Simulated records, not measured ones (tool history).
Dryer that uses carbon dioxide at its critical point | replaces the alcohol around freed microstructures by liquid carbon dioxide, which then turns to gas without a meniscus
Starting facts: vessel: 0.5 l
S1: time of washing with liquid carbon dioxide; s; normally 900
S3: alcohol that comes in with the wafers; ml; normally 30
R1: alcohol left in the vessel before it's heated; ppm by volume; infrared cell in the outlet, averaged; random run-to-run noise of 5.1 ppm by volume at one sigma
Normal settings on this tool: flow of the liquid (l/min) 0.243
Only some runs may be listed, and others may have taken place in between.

Run 1, hour 0: usual settings. Result: R1 117 ppm by volume.
Run 2, hour 17.1: usual settings but flow of the liquid (l/min) 0.318. Result: R1 17 ppm by volume.
Run 3, hour 37: usual settings but flow of the liquid (l/min) 0.362. Result: R1 12 ppm by volume.
Run 4, hour 45.9: usual settings but flow of the liquid (l/min) 0.362. Result: R1 18 ppm by volume.
Run 5, hour 56: usual settings but flow of the liquid (l/min) 0.362. Result: R1 21 ppm by volume.
Run 6, hour 70.4: usual settings but S3 63 ml. Result: R1 265 ppm by volume.
Run 7, hour 85.1: usual settings but S3 39 ml. Result: R1 181 ppm by volume.
Run 8, hour 98.7: usual settings but flow of the liquid (l/min) 0.304. Result: R1 36 ppm by volume.
Run 9, hour 114.6: usual settings but flow of the liquid (l/min) 0.256. Result: R1 109 ppm by volume.
Run 10, hour 133.1: usual settings but flow of the liquid (l/min) 0.256. Result: R1 115 ppm by volume.
Run 11, hour 142.8: usual settings. Result: R1 145 ppm by volume.
Run 12, hour 157.3: usual settings. Result: R1 157 ppm by volume.
Run 13, hour 165.8: usual settings but S1 1080 s, flow of the liquid (l/min) 0.157. Result: R1 618 ppm by volume.
Run 14, hour 186.2: usual settings but S1 540 s, flow of the liquid (l/min) 0.184, S3 65 ml. Result: R1 8786 ppm by volume.
Run 15, hour 206.9: usual settings but S1 780 s, flow of the liquid (l/min) 0.178, S3 75 ml. Result: R1 3522 ppm by volume.
Run 16, hour 224.4: usual settings but S1 780 s, flow of the liquid (l/min) 0.178, S3 75 ml. Result: R1 3656 ppm by volume.
Run 17, hour 234.8: usual settings but S1 840 s, flow of the liquid (l/min) 0.371, S3 25 ml. Result: R1 30 ppm by volume.
Run 18, hour 250: usual settings but S1 1020 s, flow of the liquid (l/min) 0.247, S3 105 ml. Result: R1 263 ppm by volume.
Run 19, hour 267.6: usual settings but S1 600 s, flow of the liquid (l/min) 0.301, S3 98 ml. Result: R1 1535 ppm by volume.
Run 20, hour 279: usual settings but S1 1440 s, flow of the liquid (l/min) 0.301, S3 98 ml. Result: R1 21 ppm by volume.
Run 21, hour 290.4: usual settings but S1 1440 s, flow of the liquid (l/min) 0.301, S3 98 ml. Result: R1 21 ppm by volume.

Same runs, no hidden state in the tool, same run-to-run variation:
The hidden state here: flow that reaches the vessel past the clogged filter, %; alcohol in the recycled carbon dioxide, ppm; drift of the gauge itself on alcohol_ppm, %.
run    R1
  1    79
  2     3
  3     1
  4     6
  5     8
  6   159
  7   107
  8    14
  9    55
 10    56
 11    68
 12    77
 13   364
 14  6326
 15  2164
 16  2199
 17     9
 18    93
 19   717
 20     5
 21     4
